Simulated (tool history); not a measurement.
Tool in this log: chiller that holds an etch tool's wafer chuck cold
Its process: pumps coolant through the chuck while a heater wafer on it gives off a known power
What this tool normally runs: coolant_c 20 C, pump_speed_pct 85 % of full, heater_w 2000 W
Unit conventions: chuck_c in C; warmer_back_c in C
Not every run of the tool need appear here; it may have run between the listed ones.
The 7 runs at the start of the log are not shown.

run	day	coolant_c	pump_speed_pct	heater_w	chuck_c	warmer_back_c
8	34.571	20	85	2000	35.4	7.60
9	38.462	20	85	2000	35.6	7.52
10	45.383	20	85	2000	35.5	7.55
11	52.183	20	85	2000	35.6	7.50
12	57.029	20	85	2000	35.5	7.51
13	61.767	20	85	2000	35.6	7.55
# day 63.704: chiller's thermometer calibrated
14	64.783	20	85	1644	32.7	6.22
15	70.962	20	92	2000	34.5	7.00
16	75.483	20	92	2000	34.5	6.94
17	81.192	20	92	2000	34.5	6.93
18	84.258	20	76	1566	33.6	6.68
19	88.908	13	68	2857	39.9	13.66
20	94.475	13	68	2857	40.0	13.56
21	99.417	13	68	2857	40.2	13.68
22	103.629	30	88	1512	41.3	5.49
23	106.717	10	79	2000	26.6	8.09
24	110.858	10	79	2000	26.6	8.20
25	117.400	24	79	2000	40.6	8.10
26	123.292	24	79	2000	40.6	8.13
# day 125.858: coolant changed, channels flushed
27	127.492	24	79	2000	40.5	8.14
28	130.988	24	79	2000	40.6	8.11
29	136.267	24	79	2000	40.7	8.11
30	139.212	24	79	2000	40.4	8.21
31	146.317	24	79	2000	40.7	8.08

Forecast each of these 5 alternatives for the next run:
A	150.179	16	94	2489	?	?
B	150.179	20	83	1087	?	?
C	150.179	20	90	2000	?	?
D	150.179	12	70	2541	?	?
E	150.179	24	79	2936	?	?

run	chuck_c	warmer_back_c
A	33.7	8.45
B	28.6	4.21
C	34.7	7.08
D	35.5	11.71
E	48.2	11.99
Stripped of hidden state, with their random variation kept, the same runs would have yielded:
run	chuck_c	warmer_back_c
A	33.6	8.45
B	28.6	4.21
C	34.7	7.08
D	35.5	11.71
E	48.2	11.99
